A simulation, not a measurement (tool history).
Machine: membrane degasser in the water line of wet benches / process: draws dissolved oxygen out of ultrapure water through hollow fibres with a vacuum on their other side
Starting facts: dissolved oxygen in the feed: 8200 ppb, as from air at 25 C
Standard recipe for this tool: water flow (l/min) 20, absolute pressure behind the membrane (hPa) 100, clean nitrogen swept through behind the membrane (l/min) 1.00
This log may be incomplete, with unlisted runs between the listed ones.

run   hour  water flow (l/min)  absolute pressure behind the membrane (hPa)  clean nitrogen swept through behind the membrane (l/min)  dissolved oxygen in the water behind the degasser (ppb)  pressure that the water loses in the fibres (hPa)
  1    0.0                  20                                          100                                                      1.00                                                    332.5                                              370.4
  2   94.4                  20                                          137                                                      1.00                                                    482.5                                              369.7
  3  169.4                  20                                          137                                                      1.00                                                    479.7                                              367.8
  4  260.3                  20                                          137                                                      1.00                                                    484.5                                              367.2
  5  303.9                  20                                          137                                                      1.00                                                    492.4                                              370.2
  6  395.5                  22                                          100                                                      1.00                                                    366.5                                              405.3
     401.6  -- vacuum gauge calibrated
  7  485.6                  24                                          100                                                      1.00                                                    406.3                                              444.2
  8  565.3                  17                                           79                                                      1.00                                                    209.2                                              314.7
  9  623.6                  20                                          217                                                      1.00                                                    794.1                                              369.9
 10  721.7                  25                                           82                                                      0.45                                                    551.0                                              461.6
 11  826.7                  28                                          144                                                      0.45                                                   1191.1                                              518.5
 12  905.2                  20                                          144                                                      2.11                                                    285.6                                              369.8
 13  959.7                  18                                          219                                                      2.11                                                    401.2                                              334.1

Measured result minus the same run's result without the hidden state. Both carry the same run-to-run variation, though not necessarily the same gauge scatter:
The tool's hidden condition here consists of: membrane still open, %; true pressure behind the membrane over the reading, kPa; air that leaks in behind the membrane, l/min; drift of the gauge itself on oxygen_ppb, %; drift of the gauge itself on loss_of_pressure_kpa, %.
run  dissolved oxygen in the water behind the degasser (ppb)  pressure that the water loses in the fibres (hPa)
  1                                                     +4.9                                               +8.3
  2                                                     +5.3                                               +8.4
  3                                                     +5.4                                               +8.6
  4                                                     +5.6                                               +8.7
  5                                                     +5.8                                               +8.9
  6                                                     +6.6                                              +10.1
  7                                                     +7.8                                              +11.3
  8                                                     +5.1                                               +8.2
  9                                                     +6.8                                               +9.8
 10                                                     +8.4                                              +12.5
 11                                                     +8.3                                              +14.4
 12                                                     +7.0                                              +10.4
 13                                                     +6.6                                               +9.5
